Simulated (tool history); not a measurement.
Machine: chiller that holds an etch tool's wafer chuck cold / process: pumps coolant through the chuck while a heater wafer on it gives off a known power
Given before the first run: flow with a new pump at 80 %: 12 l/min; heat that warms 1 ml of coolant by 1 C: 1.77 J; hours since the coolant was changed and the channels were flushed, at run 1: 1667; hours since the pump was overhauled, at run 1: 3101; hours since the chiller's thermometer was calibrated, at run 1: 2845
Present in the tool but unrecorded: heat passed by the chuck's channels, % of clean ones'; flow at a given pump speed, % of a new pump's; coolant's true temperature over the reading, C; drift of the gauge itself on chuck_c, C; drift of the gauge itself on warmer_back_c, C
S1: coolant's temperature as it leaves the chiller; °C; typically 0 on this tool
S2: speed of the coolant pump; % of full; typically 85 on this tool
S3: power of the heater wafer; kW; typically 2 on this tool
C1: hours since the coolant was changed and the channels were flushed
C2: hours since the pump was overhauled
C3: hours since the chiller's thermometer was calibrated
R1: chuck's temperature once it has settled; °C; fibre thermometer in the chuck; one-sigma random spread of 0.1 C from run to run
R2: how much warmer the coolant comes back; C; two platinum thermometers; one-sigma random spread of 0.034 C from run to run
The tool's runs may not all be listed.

Run 1, hour 0: usual settings; C1 1667; C2 3101; C3 2845. Result: R1 20.8 °C, R2 6.01 C.
Run 2, hour 62.5: usual settings; C1 1730; C2 3164; C3 2907. Result: R1 20.9 °C, R2 6.03 C.
Run 3, hour 160.8: usual settings but S1 9 °C; C1 1828; C2 3262; C3 3005. Result: R1 30.1 °C, R2 6.09 C.
Run 4, hour 269.7: usual settings but S1 9 °C, S3 1.653 kW; C1 1937; C2 3371; C3 3114. Result: R1 26.3 °C, R2 5.08 C.
At hour 319: chiller's thermometer calibrated.
Run 5, hour 336.1: usual settings but S1 -9 °C, S3 1.653 kW; C1 2002; C2 3436; C3 17. Result: R1 8.8 °C, R2 4.97 C.
Run 6, hour 395.8: usual settings; C1 2062; C2 3496; C3 77. Result: R1 21.8 °C, R2 6.12 C.
Run 7, hour 512.9: usual settings; C1 2179; C2 3613; C3 194. Result: R1 21.9 °C, R2 6.18 C.
Run 8, hour 630.3: usual settings; C1 2297; C2 3731; C3 311. Result: R1 22.1 °C, R2 6.19 C.
Run 9, hour 725.6: usual settings; C1 2392; C2 3826; C3 407. Result: R1 22.2 °C, R2 6.18 C.
Run 10, hour 780.3: usual settings but S1 -9 °C; C1 2447; C2 3881; C3 461. Result: R1 13.3 °C, R2 6.19 C.
Run 11, hour 859.2: usual settings but S1 -9 °C; C1 2525; C2 3960; C3 540. Result: R1 13.7 °C, R2 6.29 C.
Run 12, hour 930.3: usual settings but S1 -9 °C; C1 2597; C2 4031; C3 611. Result: R1 13.7 °C, R2 6.24 C.
Run 13, hour 1045.3: usual settings; C1 2712; C2 4146; C3 726. Result: R1 22.8 °C, R2 6.3 C.
Run 14, hour 1110.4: usual settings but S3 1.408 kW; C1 2777; C2 4211; C3 791. Result: R1 16.2 °C, R2 4.48 C.
Run 15, hour 1191.9: usual settings but S3 1.408 kW; C1 2858; C2 4292; C3 873. Result: R1 16.3 °C, R2 4.47 C.
Run 16, hour 1256.5: usual settings but S2 75 % of full, S3 1.408 kW; C1 2923; C2 4357; C3 938. Result: R1 17.8 °C, R2 5.17 C.
Run 17, hour 1369.8: usual settings but S1 -9 °C, S2 70 % of full; C1 3036; C2 4470; C3 1051. Result: R1 17.8 °C, R2 7.98 C.
Run 18, hour 1429: usual settings but S1 -9 °C, S2 70 % of full; C1 3095; C2 4529; C3 1110. Result: R1 17.8 °C, R2 7.98 C.
Run 19, hour 1548.2: usual settings but S1 -8 °C, S2 95 % of full; C1 3215; C2 4649; C3 1229. Result: R1 13.9 °C, R2 5.69 C.
Run 20, hour 1607: usual settings but S1 -8 °C, S2 66 % of full, S3 1.519 kW; C1 3273; C2 4707; C3 1288. Result: R1 13.4 °C, R2 6.52 C.
Run 21, hour 1719.4: usual settings but S1 9 °C, S2 66 % of full, S3 1.662 kW; C1 3386; C2 4820; C3 1400. Result: R1 32.8 °C, R2 7.21 C.
Run 22, hour 1799.3: usual settings but S1 9 °C, S2 86 % of full, S3 1.458 kW; C1 3466; C2 4900; C3 1480. Result: R1 26.5 °C, R2 4.69 C.
Run 23, hour 1858: usual settings but S1 -1 °C, S2 95 % of full, S3 1.495 kW; C1 3524; C2 4958; C3 1539. Result: R1 15.8 °C, R2 4.32 C.
Run 24, hour 1929.4: usual settings but S1 -1 °C, S2 95 % of full, S3 1.495 kW; C1 3596; C2 5030; C3 1610. Result: R1 15.9 °C, R2 4.36 C.
Run 25, hour 2043.1: usual settings but S1 -1 °C, S2 95 % of full, S3 1.495 kW; C1 3709; C2 5143; C3 1724. Result: R1 15.9 °C, R2 4.37 C.
At hour 2128.3: coolant changed, channels flushed.
Run 26, hour 2147.9: usual settings but S1 -1 °C, S2 62 % of full, S3 1.495 kW; C1 20; C2 5242; C3 1823. Result: R1 18.3 °C, R2 7.1 C.
Run 27, hour 2233.4: usual settings but S1 2 °C; C1 105; C2 5328; C3 1908. Result: R1 22.8 °C, R2 6.69 C.
Run 28, hour 2293.5: usual settings but S1 2 °C, S2 88 % of full, S3 1.784 kW; C1 165; C2 5388; C3 1969. Result: R1 20.2 °C, R2 5.72 C.
Run 29, hour 2397: usual settings but S1 2 °C, S2 63 % of full, S3 1.784 kW; C1 269; C2 5491; C3 2072. Result: R1 25.3 °C, R2 8.35 C.
Run 30, hour 2512.8: usual settings but S1 5 °C, S2 94 % of full, S3 1.247 kW; C1 384; C2 5607; C3 2188. Result: R1 17.4 °C, R2 3.78 C.
Run 31, hour 2563.9: usual settings but S1 5 °C, S2 94 % of full, S3 1.247 kW; C1 436; C2 5658; C3 2239. Result: R1 17.2 °C, R2 3.82 C.

Consider 4 possible next runs. They are alternatives, not a sequence: every one starts from the tool as it was left by run 31. What does each give?
Run A, hour 2626.2: usual settings but S1 5 °C, S2 83 % of full, S3 1.247 kW; C1 498; C2 5721; C3 2301. Result: R1 ?, R2 ?.
Run B, hour 2626.2: usual settings but S2 87 % of full, S3 1.381 kW; C1 498; C2 5721; C3 2301. Result: R1 ?, R2 ?.
Run C, hour 2626.2: usual settings but S1 -8 °C, S3 2.552 kW; C1 498; C2 5721; C3 2301. Result: R1 ?, R2 ?.
Run D, hour 2626.2: usual settings but S1 6 °C, S2 87 % of full, S3 1.037 kW; C1 498; C2 5721; C3 2301. Result: R1 ?, R2 ?.

run    R1    R2
  A  18.3  4.36
  B  14.5  4.59
  C  19.3   8.7
  D  16.8  3.43
Had the tool no hidden state, the same runs would have come out as:
run    R1    R2
  A  16.4  3.38
  B  12.4  3.56
  C  15.1  6.75
  D  15.3  2.66
